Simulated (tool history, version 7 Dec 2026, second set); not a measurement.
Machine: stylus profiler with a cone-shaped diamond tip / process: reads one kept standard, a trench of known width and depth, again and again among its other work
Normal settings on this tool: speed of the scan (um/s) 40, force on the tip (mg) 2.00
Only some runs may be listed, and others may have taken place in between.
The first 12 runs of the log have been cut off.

run,hour,speed of the scan (um/s),force on the tip (mg),depth of the trench (nm),width of the trench's floor (um)
13,214.6,40,2.00,202.66,47.93
14,226.4,40,2.00,202.93,47.95
15,244.3,40,2.00,202.86,47.97
16,267.5,40,4.10,204.32,48.04
17,287.2,40,2.07,202.78,47.99
18,301.2,139,2.07,203.00,47.52
19,314.9,139,2.07,202.90,47.49
# hour 316.4: height scale calibrated on a step standard
20,334.8,17,0.91,201.90,48.05
21,352.0,12,3.93,204.36,48.10
22,370.5,88,2.00,203.09,47.72
23,382.2,97,0.68,201.62,47.41
# hour 402.1: height scale calibrated on a step standard, once more
24,402.1,40,1.66,202.36,47.94
25,417.7,40,1.66,202.27,47.90
26,436.2,59,3.82,204.22,47.90
27,454.9,141,1.53,202.21,47.35
28,470.6,141,1.14,201.95,47.28
29,483.8,54,2.11,202.82,47.86
30,507.6,33,2.00,202.61,47.99
31,523.1,20,2.45,203.02,48.01
32,543.8,58,1.99,202.62,47.83
33,558.3,58,1.99,202.81,47.80
34,569.5,159,1.29,202.05,47.19
35,580.4,159,1.29,201.94,47.19
36,600.2,13,1.61,202.35,48.00
37,613.2,67,0.96,201.76,47.65

Each row is a separate what-if for the run after 37, all from the same tool condition, not one after another. Results?
A,625.1,16,0.91,?,?
B,625.1,67,1.68,?,?
C,625.1,96,4.07,?,?
D,625.1,20,0.96,?,?

run,depth of the trench (nm),width of the trench's floor (um)
A,201.62,48.00
B,202.42,47.75
C,204.09,47.78
D,201.89,47.95
Had the tool no hidden state, the same runs would have come out as:
run,depth of the trench (nm),width of the trench's floor (um)
A,201.49,48.17
B,202.29,47.92
C,203.96,47.95
D,201.76,48.12

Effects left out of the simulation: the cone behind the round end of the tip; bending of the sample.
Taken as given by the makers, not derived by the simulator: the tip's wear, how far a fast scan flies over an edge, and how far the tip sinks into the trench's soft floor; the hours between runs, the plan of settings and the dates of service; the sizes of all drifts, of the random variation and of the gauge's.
